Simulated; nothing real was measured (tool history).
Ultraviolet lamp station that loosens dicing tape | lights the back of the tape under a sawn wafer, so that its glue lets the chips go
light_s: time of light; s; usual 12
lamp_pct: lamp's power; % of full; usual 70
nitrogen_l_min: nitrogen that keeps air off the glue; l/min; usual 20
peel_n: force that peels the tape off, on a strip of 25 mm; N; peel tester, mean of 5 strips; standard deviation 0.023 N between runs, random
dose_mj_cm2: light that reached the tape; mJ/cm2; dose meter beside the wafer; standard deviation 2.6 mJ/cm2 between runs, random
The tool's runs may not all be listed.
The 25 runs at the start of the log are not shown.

run	day	light_s	lamp_pct	nitrogen_l_min	hours of work of the lamp	hours of work since the window was cleaned	peel_n	dose_mj_cm2
26	28.679	10	97	17	287	49	0.881	401
27	30.250	12	70	13	302	65	1.387	347
28	31.217	12	70	10	312	74	1.619	345
29	32.096	7	70	11	321	83	3.475	205
30	32.892	6	70	38	328	91	2.876	173
31	33.875	6	70	38	338	100	2.999	177
32	34.962	6	70	38	349	111	3.070	178
33	36.146	6	70	38	360	122	3.055	175
34	37.612	6	70	38	374	137	3.034	172
35	39.346	6	70	38	391	154	2.992	172

4 ways to go on from here, each from the tool as it stands after run 35. What would each give?
A	40.133	17	69	18	399	161	?	?
B	40.133	7	96	11	399	161	?	?
C	40.133	13	63	15	399	161	?	?
D	40.133	6	86	9	399	161	?	?

run	peel_n	dose_mj_cm2
A	0.530	489
B	2.171	274
C	1.339	343
D	3.470	212
Stripped of hidden state, with their random variation kept, the same runs would have yielded:
run	peel_n	dose_mj_cm2
A	0.529	489
B	2.169	274
C	1.337	344
D	3.468	212

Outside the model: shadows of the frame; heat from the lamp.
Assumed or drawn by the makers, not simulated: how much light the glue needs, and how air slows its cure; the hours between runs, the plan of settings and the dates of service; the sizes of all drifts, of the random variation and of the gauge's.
